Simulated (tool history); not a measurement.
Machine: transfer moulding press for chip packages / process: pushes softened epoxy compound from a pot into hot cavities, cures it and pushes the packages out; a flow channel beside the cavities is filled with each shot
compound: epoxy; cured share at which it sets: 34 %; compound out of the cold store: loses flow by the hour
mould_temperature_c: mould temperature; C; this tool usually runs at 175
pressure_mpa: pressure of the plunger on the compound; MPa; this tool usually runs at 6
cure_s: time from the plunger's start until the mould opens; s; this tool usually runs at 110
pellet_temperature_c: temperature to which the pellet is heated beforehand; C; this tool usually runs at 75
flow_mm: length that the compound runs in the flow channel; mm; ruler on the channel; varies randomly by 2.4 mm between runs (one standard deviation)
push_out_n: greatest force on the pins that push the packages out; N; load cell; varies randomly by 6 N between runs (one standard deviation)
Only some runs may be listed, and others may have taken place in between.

run,hour,mould_temperature_c,pressure_mpa,cure_s,pellet_temperature_c,incoming compound's hours out of the cold store,flow_mm,push_out_n
1,0,175,6,110,75,35.1,855,308
2,8.4,175,6,110,67,31,864,309
3,20.7,175,6,110,67,18.3,892,355
4,31.9,175,6,110,75,41.3,839,326
# hour 39: cavities cleaned with cleaning compound and waxed
5,45.1,175,6,110,75,35.3,857,429
6,54,175,6,110,75,20.6,885,400
7,67.6,175,6.79,110,75,41.2,893,396
# hour 70: cavities cleaned with cleaning compound and waxed, once more
8,76.1,175,6.79,110,75,28.1,924,243
9,82.7,175,6,117,75,43.2,835,238
10,90.3,175,6,117,75,24.6,874,252
11,97.9,175,6,110,75,38.6,844,274
12,104.7,175,6,110,75,22.1,874,309
13,119.3,175,6,110,75,35.4,849,317
14,129.4,175,6,110,75,37.5,844,319
15,143.6,175,6,110,75,27.3,863,337
# hour 152.6: cavities cleaned with cleaning compound and waxed
16,158.7,175,6,112,75,43.3,832,241
17,166.9,173,5.51,95,83,21.5,848,411
18,176.6,173,7.01,100,83,40.4,909,377
19,183.2,173,7.01,100,83,9.2,981,419
# hour 189.1: plunger's sealing rings changed
20,197.5,173,7.18,100,84,15.5,1015,446
21,211.1,173,7.18,100,84,18.3,1005,449
22,225.9,176,7.03,112,83,39.3,929,309
# hour 238.2: cavities cleaned with cleaning compound and waxed
23,239.2,180,6.6,110,76,36.8,888,191
24,252.9,182,6,110,75,43.3,827,213
25,267,182,6,110,75,42.6,819,234
26,273.2,175,5.76,110,85,28.8,861,290
27,284.8,175,7.11,112,75,41.8,924,296
28,291.8,175,7.23,120,83,39.8,937,276

Forecast each of these 3 alternatives for the next run:
A,305.4,171,7.23,124,77,16.2,?,?
B,305.4,175,6,124,75,39.1,?,?
C,305.4,175,4.94,149,82,9.1,?,?

run,flow_mm,push_out_n
A,1012,359
B,858,296
C,835,267
Without the tool's unlogged condition, the same runs would have read:
run,flow_mm,push_out_n
A,1019,238
B,865,205
C,841,189

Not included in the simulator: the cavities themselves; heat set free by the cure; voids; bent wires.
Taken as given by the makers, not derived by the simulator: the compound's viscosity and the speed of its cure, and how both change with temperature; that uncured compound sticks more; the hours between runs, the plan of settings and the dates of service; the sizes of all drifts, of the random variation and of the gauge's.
